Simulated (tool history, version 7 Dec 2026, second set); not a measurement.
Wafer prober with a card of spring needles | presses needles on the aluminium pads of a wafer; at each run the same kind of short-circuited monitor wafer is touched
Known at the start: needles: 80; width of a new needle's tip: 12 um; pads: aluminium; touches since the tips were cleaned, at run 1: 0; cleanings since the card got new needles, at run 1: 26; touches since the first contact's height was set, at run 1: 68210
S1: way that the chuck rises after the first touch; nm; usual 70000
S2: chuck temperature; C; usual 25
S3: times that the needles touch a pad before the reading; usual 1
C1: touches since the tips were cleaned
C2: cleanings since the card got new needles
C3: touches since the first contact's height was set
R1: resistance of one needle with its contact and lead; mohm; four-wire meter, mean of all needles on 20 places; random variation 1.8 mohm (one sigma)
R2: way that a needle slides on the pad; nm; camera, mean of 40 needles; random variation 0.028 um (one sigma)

run 1 day=0.000 | S1=70000 S2=25 S3=1 | C1=0 C2=26 C3=68210 | R1=192 R2=19540
-- day=0.383 tips cleaned on abrasive film
run 2 day=0.588 | S1=70000 S2=25 S3=1 | C1=3105 C2=27 C3=77031 | R1=198 R2=19530
-- day=0.738 tips cleaned on abrasive film
run 3 day=0.912 | S1=70000 S2=25 S3=1 | C1=2634 C2=28 C3=81865 | R1=197 R2=19500
-- day=1.104 tips cleaned on abrasive film
-- day=1.442 height of the first contact set anew
run 4 day=1.442 | S1=70000 S2=25 S3=1 | C1=4915 C2=29 C3=0 | R1=193 R2=19440
-- day=1.471 tips cleaned on abrasive film
-- day=1.825 tips cleaned on abrasive film
run 5 day=1.996 | S1=70000 S2=25 S3=1 | C1=2608 C2=31 C3=8274 | R1=195 R2=19400
-- day=2.204 tips cleaned on abrasive film
-- day=2.588 tips cleaned on abrasive film
run 6 day=2.588 | S1=70000 S2=25 S3=1 | C1=0 C2=33 C3=17051 | R1=193 R2=19380
run 7 day=2.854 | S1=70000 S2=25 S3=1 | C1=4037 C2=33 C3=21088 | R1=190 R2=19410
-- day=2.983 tips cleaned on abrasive film
run 8 day=3.308 | S1=70000 S2=25 S3=1 | C1=4885 C2=34 C3=27862 | R1=193 R2=19290
-- day=3.358 tips cleaned on abrasive film
run 9 day=3.629 | S1=70000 S2=25 S3=1 | C1=4078 C2=35 C3=32679 | R1=195 R2=19280
-- day=3.717 tips cleaned on abrasive film
run 10 day=3.954 | S1=70000 S2=25 S3=1 | C1=3596 C2=36 C3=37512 | R1=196 R2=19330
-- day=4.088 tips cleaned on abrasive film
-- day=4.458 tips cleaned on abrasive film
run 11 day=4.504 | S1=70000 S2=25 S3=1 | C1=704 C2=38 C3=45689 | R1=196 R2=19230
-- day=4.825 tips cleaned on abrasive film
run 12 day=4.896 | S1=70000 S2=25 S3=2 | C1=1066 C2=39 C3=51553 | R1=194 R2=19220
-- day=5.204 tips cleaned on abrasive film
run 13 day=5.317 | S1=70000 S2=25 S3=2 | C1=1709 C2=40 C3=57883 | R1=194 R2=19230
-- day=5.571 tips cleaned on abrasive film
run 14 day=5.842 | S1=70000 S2=25 S3=2 | C1=4090 C2=41 C3=65720 | R1=196 R2=19110
-- day=5.929 tips cleaned on abrasive film
run 15 day=6.267 | S1=70000 S2=25 S3=1 | C1=5140 C2=42 C3=72111 | R1=197 R2=19110
-- day=6.325 tips cleaned on abrasive film
run 16 day=6.579 | S1=73000 S2=25 S3=1 | C1=3896 C2=43 C3=76775 | R1=196 R2=19890
-- day=6.712 tips cleaned on abrasive film
-- day=7.058 gauge calibrated
-- day=7.062 tips cleaned on abrasive film
run 17 day=7.062 | S1=73000 S2=25 S3=1 | C1=0 C2=45 C3=83942 | R1=196 R2=20370
run 18 day=7.312 | S1=71000 S2=79 S3=2 | C1=3781 C2=45 C3=87723 | R1=209 R2=19760
-- day=7.425 tips cleaned on abrasive film
-- day=7.438 height of the first contact set anew
-- day=7.804 tips cleaned on abrasive film
run 19 day=7.896 | S1=67000 S2=118 S3=2 | C1=1409 C2=47 C3=6891 | R1=215 R2=18650
-- day=8.188 tips cleaned on abrasive film
run 20 day=8.288 | S1=67000 S2=118 S3=2 | C1=1533 C2=48 C3=12730 | R1=214 R2=18570
-- day=8.538 tips cleaned on abrasive film
run 21 day=8.804 | S1=67000 S2=118 S3=2 | C1=4076 C2=49 C3=20506 | R1=216 R2=18510
-- day=8.896 tips cleaned on abrasive film
run 22 day=9.192 | S1=88000 S2=99 S3=1 | C1=4501 C2=50 C3=26285 | R1=210 R2=24380

The next listed run, before its measurement:
-- day=9.254 tips cleaned on abrasive film
-- day=9.608 tips cleaned on abrasive film
run 23 day=9.729 | S1=79000 S2=25 S3=2 | C1=1862 C2=52 C3=34294 | R1=? R2=?

R1: 194 mohm
R2: 21820 nm
Without the tool's hidden state the same run would have given R1 193 mohm, R2 22010 nm.
